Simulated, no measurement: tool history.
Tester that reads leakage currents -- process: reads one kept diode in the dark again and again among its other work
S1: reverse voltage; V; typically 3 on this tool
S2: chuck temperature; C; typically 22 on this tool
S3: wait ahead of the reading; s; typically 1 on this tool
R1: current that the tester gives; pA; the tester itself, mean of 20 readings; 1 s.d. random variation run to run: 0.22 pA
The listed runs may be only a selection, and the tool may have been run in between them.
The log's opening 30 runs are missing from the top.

run     day    S1  S2    S3      R1
 31  29.017     3  22  8.55   71.83
 32  30.088  4.24  21     1   76.38
 33  30.875  4.24  48     1  672.86
 34  32.012  4.24  48     1  674.09
 35  33.096   5.1  37  1.53  312.52
 36  34.025   5.1  42  1.53  459.43
 37  35.208     3  47  0.83  547.36
 38  36.238  9.35  27  1.82  172.36
 39    37.2  9.35  27  1.82  171.64

Consider 5 possible next runs. They are alternatives, not a sequence: every one starts from the tool as it was left by run 39. What does each give?
  A  38.488  12.86  48  0.52   ?
  B  38.488   5.13  27  1.82   ?
  C  38.488  12.94  56   0.5   ?
  D  38.488   3.61  31  8.02   ?
  E  38.488   6.28  20  1.82   ?

run       R1
  A  1032.37
  B    136.3
  C  1838.89
  D   166.87
  E    80.34
What these runs would have given with no unlogged condition in the tool:
run       R1
  A   1032.6
  B   136.28
  C  1839.42
  D   166.89
  E    80.28
